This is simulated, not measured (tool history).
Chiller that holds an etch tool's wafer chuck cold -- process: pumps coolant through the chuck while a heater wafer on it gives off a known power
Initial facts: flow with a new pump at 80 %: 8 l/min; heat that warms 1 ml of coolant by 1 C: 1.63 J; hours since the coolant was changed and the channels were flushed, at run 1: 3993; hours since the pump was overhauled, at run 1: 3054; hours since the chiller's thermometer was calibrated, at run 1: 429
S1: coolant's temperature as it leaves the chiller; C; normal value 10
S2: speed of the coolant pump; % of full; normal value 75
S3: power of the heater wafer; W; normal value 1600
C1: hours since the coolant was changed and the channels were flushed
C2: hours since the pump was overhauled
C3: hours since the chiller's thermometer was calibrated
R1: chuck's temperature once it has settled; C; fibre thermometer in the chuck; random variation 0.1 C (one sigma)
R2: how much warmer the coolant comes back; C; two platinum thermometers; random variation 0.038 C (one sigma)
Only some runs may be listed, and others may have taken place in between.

run 1 hour=0.0 | S1=10 S2=75 S3=1600 | C1=3993 C2=3054 C3=429 | R1=23.4 R2=8.19
run 2 hour=76.3 | S1=10 S2=75 S3=1600 | C1=4069 C2=3130 C3=506 | R1=23.5 R2=8.20
run 3 hour=224.1 | S1=10 S2=75 S3=1600 | C1=4217 C2=3278 C3=654 | R1=23.7 R2=8.23
run 4 hour=365.2 | S1=10 S2=75 S3=1600 | C1=4358 C2=3419 C3=795 | R1=23.7 R2=8.28
run 5 hour=488.2 | S1=10 S2=65 S3=1600 | C1=4481 C2=3542 C3=918 | R1=25.0 R2=9.58
run 6 hour=620.0 | S1=10 S2=65 S3=1600 | C1=4613 C2=3674 C3=1049 | R1=25.3 R2=9.63
run 7 hour=754.7 | S1=10 S2=65 S3=1600 | C1=4748 C2=3809 C3=1184 | R1=25.4 R2=9.62
-- hour=789.5 coolant changed, channels flushed
run 8 hour=866.6 | S1=10 S2=75 S3=1600 | C1=77 C2=3914 C3=1290 | R1=22.9 R2=8.42
run 9 hour=1023.9 | S1=10 S2=75 S3=1600 | C1=234 C2=4072 C3=1447 | R1=22.8 R2=8.40
run 10 hour=1119.2 | S1=10 S2=75 S3=1600 | C1=330 C2=4167 C3=1543 | R1=22.9 R2=8.38
run 11 hour=1195.9 | S1=10 S2=75 S3=1600 | C1=406 C2=4244 C3=1619 | R1=22.9 R2=8.45
run 12 hour=1329.8 | S1=10 S2=75 S3=1600 | C1=540 C2=4378 C3=1753 | R1=22.9 R2=8.43
run 13 hour=1422.8 | S1=2 S2=75 S3=1600 | C1=633 C2=4471 C3=1846 | R1=14.9 R2=8.40
run 14 hour=1582.7 | S1=2 S2=75 S3=1600 | C1=793 C2=4631 C3=2006 | R1=15.4 R2=8.43
run 15 hour=1729.2 | S1=10 S2=75 S3=1600 | C1=940 C2=4777 C3=2153 | R1=23.3 R2=8.45
run 16 hour=1850.2 | S1=10 S2=75 S3=1600 | C1=1061 C2=4898 C3=2274 | R1=23.1 R2=8.55
run 17 hour=2011.1 | S1=19 S2=69 S3=1293 | C1=1222 C2=5059 C3=2435 | R1=30.6 R2=7.49
run 18 hour=2163.3 | S1=19 S2=69 S3=1293 | C1=1374 C2=5211 C3=2587 | R1=30.6 R2=7.57
run 19 hour=2243.4 | S1=12 S2=75 S3=1368 | C1=1454 C2=5291 C3=2667 | R1=23.7 R2=7.33
-- hour=2259.6 coolant pump overhauled
run 20 hour=2383.0 | S1=12 S2=67 S3=851 | C1=1589 C2=123 C3=2801 | R1=20.4 R2=5.43
run 21 hour=2456.4 | S1=12 S2=67 S3=851 | C1=1662 C2=197 C3=2875 | R1=20.5 R2=5.46
run 22 hour=2582.3 | S1=12 S2=67 S3=851 | C1=1788 C2=323 C3=3001 | R1=20.3 R2=5.52
run 23 hour=2701.6 | S1=8 S2=67 S3=851 | C1=1907 C2=442 C3=3120 | R1=16.4 R2=5.50
run 24 hour=2786.7 | S1=8 S2=67 S3=851 | C1=1992 C2=527 C3=3205 | R1=16.6 R2=5.49
run 25 hour=2864.6 | S1=7 S2=99 S3=835 | C1=2070 C2=605 C3=3283 | R1=13.5 R2=3.65
run 26 hour=2986.7 | S1=19 S2=69 S3=1781 | C1=2192 C2=727 C3=3405 | R1=36.1 R2=11.23
-- hour=3016.5 coolant pump overhauled, once more
run 27 hour=3087.9 | S1=2 S2=94 S3=1326 | C1=2288 C2=71 C3=3501 | R1=11.3 R2=5.10
run 28 hour=3184.5 | S1=10 S2=74 S3=1165 | C1=2385 C2=168 C3=3598 | R1=19.6 R2=5.71
run 29 hour=3347.7 | S1=10 S2=74 S3=1394 | C1=2548 C2=331 C3=3761 | R1=21.5 R2=6.91
run 30 hour=3510.6 | S1=10 S2=74 S3=1394 | C1=2711 C2=494 C3=3924 | R1=21.6 R2=6.92
run 31 hour=3669.5 | S1=10 S2=69 S3=960 | C1=2870 C2=653 C3=4083 | R1=18.6 R2=5.12
-- hour=3722.1 chiller's thermometer calibrated
run 32 hour=3835.7 | S1=10 S2=69 S3=1600 | C1=3035 C2=818 C3=114 | R1=23.6 R2=8.52

4 ways to go on from here, each from the tool as it stands after run 32. What would each give?
run A hour=3950.4 | S1=5 S2=95 S3=815 | C1=3150 C2=933 C3=228 | R1=? R2=?
run B hour=3950.4 | S1=10 S2=75 S3=1236 | C1=3150 C2=933 C3=228 | R1=? R2=?
run C hour=3950.4 | S1=13 S2=99 S3=1018 | C1=3150 C2=933 C3=228 | R1=? R2=?
run D hour=3950.4 | S1=10 S2=69 S3=1573 | C1=3150 C2=933 C3=228 | R1=? R2=?

run=A R1=10.6 R2=3.19
run=B R1=20.0 R2=6.10
run=C R1=19.9 R2=3.82
run=D R1=23.4 R2=8.45
With no hidden state in the tool, these same runs would have given:
run=A R1=10.2 R2=3.16
run=B R1=19.3 R2=6.06
run=C R1=19.4 R2=3.79
run=D R1=22.5 R2=8.39

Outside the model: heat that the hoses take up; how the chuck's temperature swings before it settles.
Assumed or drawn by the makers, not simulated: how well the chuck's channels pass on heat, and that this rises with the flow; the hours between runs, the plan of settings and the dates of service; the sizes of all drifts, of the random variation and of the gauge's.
